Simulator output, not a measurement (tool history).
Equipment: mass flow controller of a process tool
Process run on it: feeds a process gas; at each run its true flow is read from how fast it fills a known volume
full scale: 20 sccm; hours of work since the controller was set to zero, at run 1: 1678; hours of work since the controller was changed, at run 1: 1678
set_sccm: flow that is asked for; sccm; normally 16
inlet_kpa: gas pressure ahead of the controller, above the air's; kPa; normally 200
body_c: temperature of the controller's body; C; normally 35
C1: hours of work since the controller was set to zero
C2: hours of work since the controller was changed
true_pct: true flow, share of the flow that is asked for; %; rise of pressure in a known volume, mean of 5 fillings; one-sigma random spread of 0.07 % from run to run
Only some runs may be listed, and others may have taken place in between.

Run 1, hour 0: usual settings; C1 1678; C2 1678. Result: true_pct 98.77 %.
Run 2, hour 87.6: usual settings but set_sccm 3 sccm; C1 1707; C2 1707. Result: true_pct 97.92 %.
Run 3, hour 262.9: usual settings but set_sccm 3 sccm; C1 1765; C2 1765. Result: true_pct 97.95 %.
Run 4, hour 445.3: usual settings; C1 1826; C2 1826. Result: true_pct 98.68 %.
Run 5, hour 613.9: usual settings; C1 1882; C2 1882. Result: true_pct 98.66 %.
Run 6, hour 750.8: usual settings but inlet_kpa 163 kPa; C1 1928; C2 1928. Result: true_pct 98.49 %.
Run 7, hour 870.3: usual settings but inlet_kpa 163 kPa; C1 1968; C2 1968. Result: true_pct 98.33 %.
Run 8, hour 982.5: usual settings but inlet_kpa 170 kPa; C1 2005; C2 2005. Result: true_pct 98.34 %.
Run 9, hour 1074.3: usual settings but inlet_kpa 170 kPa; C1 2036; C2 2036. Result: true_pct 98.36 %.
Run 10, hour 1219.6: usual settings but body_c 37 C; C1 2084; C2 2084. Result: true_pct 98.19 %.
Run 11, hour 1399.3: usual settings but inlet_kpa 213 kPa, body_c 37 C; C1 2144; C2 2144. Result: true_pct 98.13 %.
Run 12, hour 1533.1: usual settings but body_c 25 C; C1 2189; C2 2189. Result: true_pct 99.11 %.
Run 13, hour 1618: usual settings but set_sccm 14 sccm, inlet_kpa 157 kPa; C1 2217; C2 2217. Result: true_pct 97.79 %.
Run 14, hour 1804.5: usual settings but inlet_kpa 215 kPa, body_c 34 C; C1 2279; C2 2279. Result: true_pct 98.18 %.
Run 15, hour 1952.7: usual settings but inlet_kpa 215 kPa, body_c 34 C; C1 2329; C2 2329. Result: true_pct 98.16 %.
Run 16, hour 2031.4: usual settings but inlet_kpa 184 kPa, body_c 36 C; C1 2355; C2 2355. Result: true_pct 97.86 %.

Predict each of these 5 candidate next runs independently; none follows another, all start after run 16:
Run A, hour 2170.5: usual settings but set_sccm 6 sccm, inlet_kpa 221 kPa, body_c 36 C; C1 2401; C2 2401. Result: true_pct ?.
Run B, hour 2170.5: usual settings but set_sccm 4 sccm, inlet_kpa 251 kPa; C1 2401; C2 2401. Result: true_pct ?.
Run C, hour 2170.5: usual settings but set_sccm 9 sccm; C1 2401; C2 2401. Result: true_pct ?.
Run D, hour 2170.5: usual settings but inlet_kpa 259 kPa, body_c 36 C; C1 2401; C2 2401. Result: true_pct ?.
Run E, hour 2170.5: usual settings but inlet_kpa 176 kPa, body_c 28 C; C1 2401; C2 2401. Result: true_pct ?.

run  true_pct
  A     97.18
  B     97.35
  C     97.64
  D     98.08
  E     98.51
Take away the tool's hidden state, keep each run's random variation, and the runs would have read:
run  true_pct
  A     98.09
  B     98.27
  C     98.56
  D        99
  E     99.43
